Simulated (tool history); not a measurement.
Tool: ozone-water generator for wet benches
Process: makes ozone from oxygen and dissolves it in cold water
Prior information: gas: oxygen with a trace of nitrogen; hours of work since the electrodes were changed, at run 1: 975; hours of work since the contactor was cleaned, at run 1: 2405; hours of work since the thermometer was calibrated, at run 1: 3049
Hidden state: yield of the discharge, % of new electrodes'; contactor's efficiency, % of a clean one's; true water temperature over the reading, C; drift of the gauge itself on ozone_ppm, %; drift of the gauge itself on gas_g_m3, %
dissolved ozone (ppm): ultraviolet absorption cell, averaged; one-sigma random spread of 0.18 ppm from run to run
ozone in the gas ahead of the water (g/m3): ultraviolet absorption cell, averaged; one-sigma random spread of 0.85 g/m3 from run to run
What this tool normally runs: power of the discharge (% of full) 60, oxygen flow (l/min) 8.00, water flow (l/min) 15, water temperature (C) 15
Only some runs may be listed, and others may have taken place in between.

run,hour,power of the discharge (% of full),oxygen flow (l/min),water flow (l/min),water temperature (C),hours of work since the electrodes were changed,hours of work since the contactor was cleaned,hours of work since the thermometer was calibrated,dissolved ozone (ppm),ozone in the gas ahead of the water (g/m3)
1,0.0,60,8.00,15,15,975,2405,3049,23.4,134.8
2,72.4,60,8.00,15,15,1024,2454,3098,23.1,136.2
# hour 84.2: water thermometer calibrated
3,118.5,60,8.00,15,15,1055,2484,23,23.2,133.8
4,205.8,60,8.00,15,15,1113,2543,82,23.1,133.3
5,294.5,45,8.00,15,15,1173,2603,141,17.8,103.0
6,355.0,60,8.00,15,15,1214,2643,182,23.4,133.2
7,396.2,60,8.00,15,15,1241,2671,210,23.0,133.1
8,448.2,60,8.00,15,15,1276,2706,245,23.0,134.7
9,495.2,52,11.55,14,15,1308,2737,276,18.3,91.3
10,555.8,60,6.51,12,10,1349,2778,317,30.5,152.6
11,612.5,76,10.04,11,15,1387,2816,355,29.9,140.0
12,703.9,42,6.18,16,14,1448,2878,417,17.6,116.4
13,772.0,60,5.52,15,18,1494,2924,462,23.9,171.6
14,841.3,78,5.52,23,18,1541,2970,509,22.8,217.3
15,918.8,78,5.52,23,18,1593,3022,561,22.7,216.8

Run 16 comes next. What will it give?
16,974.2,78,5.52,23,18,1630,3059,598,?,?

dissolved ozone (ppm): 22.4
ozone in the gas ahead of the water (g/m3): 218.2
Were there no unlogged condition in the tool, this run, its random variation unchanged, would have produced dissolved ozone (ppm) 24.7, ozone in the gas ahead of the water (g/m3) 227.6.
